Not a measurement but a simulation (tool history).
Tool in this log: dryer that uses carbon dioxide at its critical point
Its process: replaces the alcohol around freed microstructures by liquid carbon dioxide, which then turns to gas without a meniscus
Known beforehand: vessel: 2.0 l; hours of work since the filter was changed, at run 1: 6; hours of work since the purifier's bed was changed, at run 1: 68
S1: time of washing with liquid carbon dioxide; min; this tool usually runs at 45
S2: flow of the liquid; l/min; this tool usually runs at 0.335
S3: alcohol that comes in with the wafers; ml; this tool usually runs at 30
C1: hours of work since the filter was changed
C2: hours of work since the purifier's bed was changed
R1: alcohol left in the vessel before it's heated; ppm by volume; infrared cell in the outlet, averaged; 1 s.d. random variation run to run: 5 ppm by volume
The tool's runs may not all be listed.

run	hour	S1	S2	S3	C1	C2	R1
1	0.0	45	0.335	30	6	68	35
2	12.1	45	0.335	30	10	72	41
3	25.2	45	0.335	30	15	77	48
4	36.4	45	0.335	30	19	81	47
5	47.1	45	0.335	30	22	84	40
6	55.8	45	0.335	30	25	87	51
7	70.8	45	0.335	30	30	92	51
8	87.2	45	0.335	30	36	98	57
9	96.5	45	0.335	30	39	101	59
10	105.0	45	0.335	30	42	104	60
11	121.9	45	0.335	30	47	109	55
12	132.9	45	0.335	30	51	113	66
13	140.1	55	0.275	37	54	116	65
14	147.0	51	0.275	37	56	118	81
15	163.0	51	0.275	37	61	123	79
16	172.8	51	0.275	37	65	127	91
17	183.1	51	0.411	28	68	130	49
18	196.3	51	0.411	28	73	135	45
19	210.4	29	0.278	74	77	139	1340
20	223.8	29	0.278	74	82	144	1306
21	240.6	29	0.278	74	88	150	1286
22	248.3	41	0.395	28	90	152	61
23	261.1	57	0.335	30	95	156	51
24	276.3	57	0.335	30	100	162	50

Some steps in R1 between neighbouring runs. How much of each would the tool show without its hidden state too (settings, what came in, random variation), and how much is left for the hidden state, with any gauge scatter that isn't in both results?
Hidden conditions of the tool in this case: flow that reaches the vessel past the clogged filter, %; alcohol in the recycled carbon dioxide, ppm; drift of the gauge itself on alcohol_ppm, %.
Run 18 -> 19: S1 51 -> 29, S2 0.411 -> 0.278, S3 28 -> 74. R1 +1295 ppm by volume: hidden state +138, all else +1157.
Run 21 -> 22: S1 29 -> 41, S2 0.278 -> 0.395, S3 74 -> 28. R1 -1225 ppm by volume: hidden state -142, all else -1083.

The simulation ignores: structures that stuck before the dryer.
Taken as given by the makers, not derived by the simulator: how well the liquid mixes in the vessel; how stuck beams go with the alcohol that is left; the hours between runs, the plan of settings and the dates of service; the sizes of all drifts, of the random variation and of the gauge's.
